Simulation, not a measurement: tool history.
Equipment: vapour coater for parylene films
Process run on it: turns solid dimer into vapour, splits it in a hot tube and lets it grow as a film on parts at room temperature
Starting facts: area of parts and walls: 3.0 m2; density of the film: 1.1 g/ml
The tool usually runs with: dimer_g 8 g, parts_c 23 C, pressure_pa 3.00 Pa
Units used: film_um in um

run	hour	dimer_g	parts_c	pressure_pa	film_um
1	0.0	8	23	3.00	1.40
2	25.9	4	23	3.00	0.74
3	40.9	8	23	3.00	1.40
4	72.0	8	23	3.00	1.45
5	91.3	8	23	3.00	1.36
6	109.8	8	23	3.00	1.38
7	134.7	8	23	3.00	1.38
8	160.7	6	23	3.00	1.03
9	181.2	8	23	3.00	1.38
10	199.6	8	23	8.11	1.24
11	219.1	8	23	3.00	1.36
12	244.4	8	23	3.00	1.38
13	262.5	8	23	3.00	1.40
14	278.6	8	23	3.00	1.37
15	298.5	8	27	3.00	1.28
16	318.3	9	23	3.00	1.59
17	333.9	9	17	5.29	1.70
18	353.8	5	28	3.51	0.69
19	376.2	8	23	5.25	1.25
# hour 378.8: table's thermometer calibrated
20	393.1	8	23	5.19	1.26
21	422.5	8	23	5.19	1.27
22	450.7	4	34	4.18	0.49
23	465.1	8	24	5.91	1.22
# hour 493.0: table's thermometer calibrated, once more
24	496.6	4	20	5.91	0.67
25	521.4	4	20	5.91	0.69
26	550.0	11	20	5.91	1.81
27	577.7	4	17	3.00	0.82
28	609.5	8	24	3.63	1.29
29	627.2	8	24	3.63	1.29
30	648.4	8	24	3.63	1.30
31	670.6	8	24	3.63	1.23
32	698.7	8	24	3.63	1.28

Subtracting, for every run, the result it would have given without the tool's unlogged condition from the measured result gives the following. The same run-to-run variation enters both numbers; the gauge's scatter may not:
What the log doesn't record here: vapour lost through the trap's worn valve, %; true temperature of the parts over the reading, C; drift of the gauge itself on film_um, %.
run	film_um
1	-0.08
2	-0.04
3	-0.08
4	-0.09
5	-0.08
6	-0.09
7	-0.08
8	-0.07
9	-0.09
10	-0.08
11	-0.10
12	-0.10
13	-0.11
14	-0.11
15	-0.09
16	-0.12
17	-0.14
18	-0.06
19	-0.11
20	-0.11
21	-0.11
22	-0.04
23	-0.10
24	-0.06
25	-0.06
26	-0.17
27	-0.07
28	-0.13
29	-0.13
30	-0.13
31	-0.14
32	-0.14
